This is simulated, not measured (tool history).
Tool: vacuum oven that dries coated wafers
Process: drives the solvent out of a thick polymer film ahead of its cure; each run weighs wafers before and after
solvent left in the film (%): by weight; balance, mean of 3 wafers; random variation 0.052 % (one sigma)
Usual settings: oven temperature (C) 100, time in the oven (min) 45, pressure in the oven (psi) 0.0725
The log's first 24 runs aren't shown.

run   hour  oven temperature (C)  time in the oven (min)  pressure in the oven (psi)  hours of work since the thermocouples were calibrated  hours of work since the vacuum gauge was cleaned of residue  solvent left in the film (%)
 25  617.7                   100                      32                      0.0725                                                    689                                                          510                          2.52
 26  644.7                   100                      32                      0.0725                                                    704                                                          524                          2.34
 27  663.2                   114                      52                      0.0560                                                    714                                                          534                          0.08
 28  692.5                   114                      52                      0.0560                                                    729                                                          550                          0.18
 29  727.6                   114                      52                      0.0560                                                    748                                                          568                          0.09
 30  755.3                   104                      64                      0.1754                                                    763                                                          583                          0.77
 31  784.4                    99                      23                      0.0545                                                    778                                                          599                          3.85
 32  817.2                    99                      23                      0.0545                                                    796                                                          616                          3.82

The next listed run, before its measurement:
 33  838.5                    99                      23                      0.0545                                                    807                                                          628                             ?

solvent left in the film (%): 3.82
Without the tool's hidden state the same run would have given solvent left in the film (%) 3.80.
